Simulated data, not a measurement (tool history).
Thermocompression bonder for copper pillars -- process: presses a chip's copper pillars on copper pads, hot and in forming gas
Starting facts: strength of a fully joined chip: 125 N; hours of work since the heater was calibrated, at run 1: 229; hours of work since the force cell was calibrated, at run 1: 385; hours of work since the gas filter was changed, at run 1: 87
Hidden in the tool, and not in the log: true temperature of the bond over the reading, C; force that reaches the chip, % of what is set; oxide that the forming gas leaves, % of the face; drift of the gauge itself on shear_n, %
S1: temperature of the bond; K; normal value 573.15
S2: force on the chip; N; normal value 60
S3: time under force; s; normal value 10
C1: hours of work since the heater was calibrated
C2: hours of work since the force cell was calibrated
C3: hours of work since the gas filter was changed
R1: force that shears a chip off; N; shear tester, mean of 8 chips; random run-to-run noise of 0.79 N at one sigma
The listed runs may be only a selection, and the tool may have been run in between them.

run,hour,S1,S2,S3,C1,C2,C3,R1
1,0.0,573.15,60,10,229,385,87,59.7
2,7.7,552.15,60,10,236,391,93,46.2
3,19.1,552.15,60,10,245,400,102,46.5
4,28.0,552.15,60,10,252,408,109,44.8
5,34.6,552.15,60,10,257,413,115,46.4
6,43.4,552.15,60,10,264,420,122,45.5
7,53.7,552.15,60,10,272,428,130,44.9
8,63.5,552.15,60,10,280,436,138,45.8
9,70.0,552.15,60,10,285,441,143,46.0
10,77.8,552.15,60,10,291,447,149,44.8
11,92.2,573.15,60,10,303,458,160,60.1
# hour 100.2: forming gas filter changed
12,100.8,573.15,60,10,309,465,1,61.3
13,111.5,596.15,60,10,317,473,9,76.0
14,123.4,596.15,60,10,327,483,18,77.7
15,130.5,596.15,60,10,333,488,24,78.1
16,137.0,596.15,60,10,338,494,29,75.6
17,146.7,596.15,60,10,345,501,37,76.8
18,158.8,596.15,60,10,355,511,47,78.4
19,170.0,596.15,60,10,364,520,55,77.7
20,177.6,596.15,60,10,370,526,61,75.9
21,190.4,596.15,60,10,380,536,72,77.5
22,204.6,596.15,60,10,391,547,83,77.8
23,213.7,596.15,49,22,399,554,90,86.2
24,227.8,554.15,60,18,410,566,101,58.7
25,239.6,554.15,60,18,419,575,111,59.1
26,253.3,550.15,65,14,430,586,121,53.0
27,262.1,578.15,65,14,437,593,128,75.1
28,268.7,578.15,65,14,442,598,134,72.7
29,279.2,562.15,60,9,451,606,142,51.1
30,287.3,562.15,60,9,457,613,148,51.0
31,295.1,567.15,60,9,463,619,155,53.7
32,307.1,573.15,78,25,473,628,164,91.4
# hour 310.9: forming gas filter changed
33,315.5,553.15,60,10,479,635,4,46.3
34,325.0,553.15,57,19,486,642,11,56.8
35,337.4,551.15,55,19,496,652,21,54.1
36,352.0,565.15,46,10,508,664,33,44.0
37,366.6,591.15,66,26,519,675,44,97.7
38,372.6,591.15,66,26,524,680,49,98.2
39,380.1,591.15,66,26,530,686,55,98.3
40,386.6,554.15,66,6,535,691,60,40.4
41,392.9,546.15,40,8,540,696,65,27.7

Forecast each of these 3 alternatives for the next run:
A,406.4,546.15,50,8,551,707,76,?
B,406.4,546.15,77,8,551,707,76,?
C,406.4,580.15,40,7,551,707,76,?

run,R1
A,32.6
B,45.2
C,42.2
The same runs, with their run-to-run variation unchanged, on a tool lacking any hidden condition would have given:
run,R1
A,33.0
B,45.7
C,42.6
